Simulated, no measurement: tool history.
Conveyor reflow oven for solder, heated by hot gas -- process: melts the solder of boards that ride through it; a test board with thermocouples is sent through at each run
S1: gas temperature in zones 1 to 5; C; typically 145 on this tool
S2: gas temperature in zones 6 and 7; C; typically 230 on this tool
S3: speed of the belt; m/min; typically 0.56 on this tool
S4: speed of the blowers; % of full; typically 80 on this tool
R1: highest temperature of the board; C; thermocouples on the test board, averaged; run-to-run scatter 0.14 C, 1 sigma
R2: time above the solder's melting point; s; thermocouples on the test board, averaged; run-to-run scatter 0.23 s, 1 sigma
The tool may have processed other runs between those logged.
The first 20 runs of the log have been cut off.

{"run": 21, "hour": 494.2, "S1": 140, "S2": 230, "S3": 0.56, "S4": 75, "R1": 213.4, "R2": 54.8}
{"run": 22, "hour": 522.9, "S1": 146, "S2": 230, "S3": 0.54, "S4": 75, "R1": 215.1, "R2": 60.8}
{"run": 23, "hour": 552.0, "S1": 146, "S2": 230, "S3": 0.54, "S4": 75, "R1": 215.1, "R2": 60.5}
{"run": 24, "hour": 571.8, "S1": 146, "S2": 230, "S3": 0.54, "S4": 75, "R1": 215.2, "R2": 60.8}
{"run": 25, "hour": 598.4, "S1": 146, "S2": 230, "S3": 0.54, "S4": 75, "R1": 214.8, "R2": 60.9}
{"run": 26, "hour": 624.7, "S1": 146, "S2": 230, "S3": 0.54, "S4": 75, "R1": 215, "R2": 60.5}
{"run": 27, "hour": 648.2, "S1": 146, "S2": 230, "S3": 0.54, "S4": 75, "R1": 215.1, "R2": 60.1}
{"run": 28, "hour": 667.1, "S1": 146, "S2": 230, "S3": 0.54, "S4": 75, "R1": 214.8, "R2": 60.3}
{"run": 29, "hour": 695.6, "S1": 146, "S2": 230, "S3": 0.54, "S4": 75, "R1": 214.5, "R2": 60.3}
{"run": 30, "hour": 711.1, "S1": 148, "S2": 243, "S3": 0.54, "S4": 75, "R1": 226, "R2": 69.4}

What if the next run were any one of these 5? Each begins from the tool's condition after run 30:
{"run": "A", "hour": 727.1, "S1": 159, "S2": 237, "S3": 0.504, "S4": 75, "R1": "?", "R2": "?"}
{"run": "B", "hour": 727.1, "S1": 159, "S2": 243, "S3": 0.663, "S4": 75, "R1": "?", "R2": "?"}
{"run": "C", "hour": 727.1, "S1": 145, "S2": 230, "S3": 0.56, "S4": 54, "R1": "?", "R2": "?"}
{"run": "D", "hour": 727.1, "S1": 151, "S2": 230, "S3": 0.612, "S4": 80, "R1": "?", "R2": "?"}
{"run": "E", "hour": 727.1, "S1": 145, "S2": 243, "S3": 0.564, "S4": 80, "R1": "?", "R2": "?"}

run=A R1=224.5 R2=78.7
run=B R1=221.5 R2=57.2
run=C R1=205.1 R2=46.1
run=D R1=213.4 R2=54.1
run=E R1=225.5 R2=65
What these runs would have given with no unlogged condition in the tool:
run=A R1=225.3 R2=77.6
run=B R1=222.4 R2=56.6
run=C R1=205.7 R2=45.8
run=D R1=214.3 R2=53.8
run=E R1=226.5 R2=64.3

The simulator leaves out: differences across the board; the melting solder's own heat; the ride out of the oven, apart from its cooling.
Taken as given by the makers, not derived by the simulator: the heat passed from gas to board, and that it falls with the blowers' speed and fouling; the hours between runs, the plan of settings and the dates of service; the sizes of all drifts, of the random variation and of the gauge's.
